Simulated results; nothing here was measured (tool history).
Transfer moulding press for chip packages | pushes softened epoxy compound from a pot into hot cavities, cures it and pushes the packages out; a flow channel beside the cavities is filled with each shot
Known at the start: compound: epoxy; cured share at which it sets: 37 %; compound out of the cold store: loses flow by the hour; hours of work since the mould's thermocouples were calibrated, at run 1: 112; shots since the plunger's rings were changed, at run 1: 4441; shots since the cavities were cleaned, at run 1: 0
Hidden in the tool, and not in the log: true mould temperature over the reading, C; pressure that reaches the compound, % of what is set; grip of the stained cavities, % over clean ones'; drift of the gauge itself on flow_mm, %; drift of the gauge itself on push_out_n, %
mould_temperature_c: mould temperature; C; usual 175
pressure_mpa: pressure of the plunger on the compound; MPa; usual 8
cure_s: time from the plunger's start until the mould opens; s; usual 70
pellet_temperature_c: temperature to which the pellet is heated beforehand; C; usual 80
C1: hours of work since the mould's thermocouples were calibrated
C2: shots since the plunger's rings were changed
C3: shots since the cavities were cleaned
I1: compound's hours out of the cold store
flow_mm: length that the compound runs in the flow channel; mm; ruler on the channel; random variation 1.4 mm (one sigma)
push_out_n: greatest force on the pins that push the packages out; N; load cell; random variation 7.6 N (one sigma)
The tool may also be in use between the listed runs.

run 1 hour=0 | mould_temperature_c=175 pressure_mpa=8 cure_s=70 pellet_temperature_c=80 | C1=112 C2=4441 C3=0 | I1=44.6 | flow_mm=475 push_out_n=324
run 2 hour=10.8 | mould_temperature_c=175 pressure_mpa=8 cure_s=70 pellet_temperature_c=80 | C1=119 C2=4596 C3=155 | I1=38.3 | flow_mm=485 push_out_n=386
run 3 hour=26.3 | mould_temperature_c=175 pressure_mpa=6.8 cure_s=70 pellet_temperature_c=80 | C1=129 C2=4818 C3=377 | I1=20.2 | flow_mm=479 push_out_n=444
run 4 hour=41.5 | mould_temperature_c=175 pressure_mpa=6.8 cure_s=70 pellet_temperature_c=80 | C1=139 C2=5037 C3=596 | I1=41.9 | flow_mm=443 push_out_n=468
run 5 hour=48.8 | mould_temperature_c=175 pressure_mpa=6.8 cure_s=70 pellet_temperature_c=80 | C1=144 C2=5141 C3=700 | I1=42.3 | flow_mm=441 push_out_n=487
-- hour=59.3 cavities cleaned with cleaning compound and waxed
run 6 hour=61.1 | mould_temperature_c=175 pressure_mpa=6.8 cure_s=70 pellet_temperature_c=80 | C1=151 C2=5296 C3=25 | I1=16.5 | flow_mm=485 push_out_n=360
-- hour=74.7 plunger's sealing rings changed
run 7 hour=78.8 | mould_temperature_c=175 pressure_mpa=6.8 cure_s=70 pellet_temperature_c=80 | C1=161 C2=60 C3=244 | I1=35.4 | flow_mm=468 push_out_n=415
run 8 hour=86.9 | mould_temperature_c=175 pressure_mpa=6.8 cure_s=70 pellet_temperature_c=80 | C1=166 C2=176 C3=360 | I1=33 | flow_mm=470 push_out_n=443
run 9 hour=96.7 | mould_temperature_c=175 pressure_mpa=8 cure_s=50 pellet_temperature_c=80 | C1=173 C2=317 C3=501 | I1=15.4 | flow_mm=544 push_out_n=911
run 10 hour=106.1 | mould_temperature_c=175 pressure_mpa=8 cure_s=50 pellet_temperature_c=80 | C1=179 C2=452 C3=636 | I1=19.6 | flow_mm=536 push_out_n=970
run 11 hour=113.6 | mould_temperature_c=175 pressure_mpa=8 cure_s=50 pellet_temperature_c=80 | C1=184 C2=559 C3=743 | I1=16.5 | flow_mm=540 push_out_n=963
-- hour=121.6 cavities cleaned with cleaning compound and waxed
run 12 hour=123.9 | mould_temperature_c=175 pressure_mpa=8 cure_s=50 pellet_temperature_c=80 | C1=190 C2=685 C3=32 | I1=38.8 | flow_mm=497 push_out_n=659
run 13 hour=137.9 | mould_temperature_c=175 pressure_mpa=8 cure_s=50 pellet_temperature_c=80 | C1=199 C2=887 C3=234 | I1=21.6 | flow_mm=531 push_out_n=785
run 14 hour=151.6 | mould_temperature_c=175 pressure_mpa=8 cure_s=50 pellet_temperature_c=80 | C1=208 C2=1083 C3=430 | I1=45.4 | flow_mm=481 push_out_n=804

Run 15 comes next. What will it give?
run 15 hour=164 | mould_temperature_c=175 pressure_mpa=8 cure_s=66 pellet_temperature_c=86 | C1=216 C2=1262 C3=609 | I1=24.3 | flow_mm=? push_out_n=?

{"run 15": {"flow_mm": 524, "push_out_n": 528}}
Without the tool's hidden state the same run would have given flow_mm 529 mm, push_out_n 360 N.

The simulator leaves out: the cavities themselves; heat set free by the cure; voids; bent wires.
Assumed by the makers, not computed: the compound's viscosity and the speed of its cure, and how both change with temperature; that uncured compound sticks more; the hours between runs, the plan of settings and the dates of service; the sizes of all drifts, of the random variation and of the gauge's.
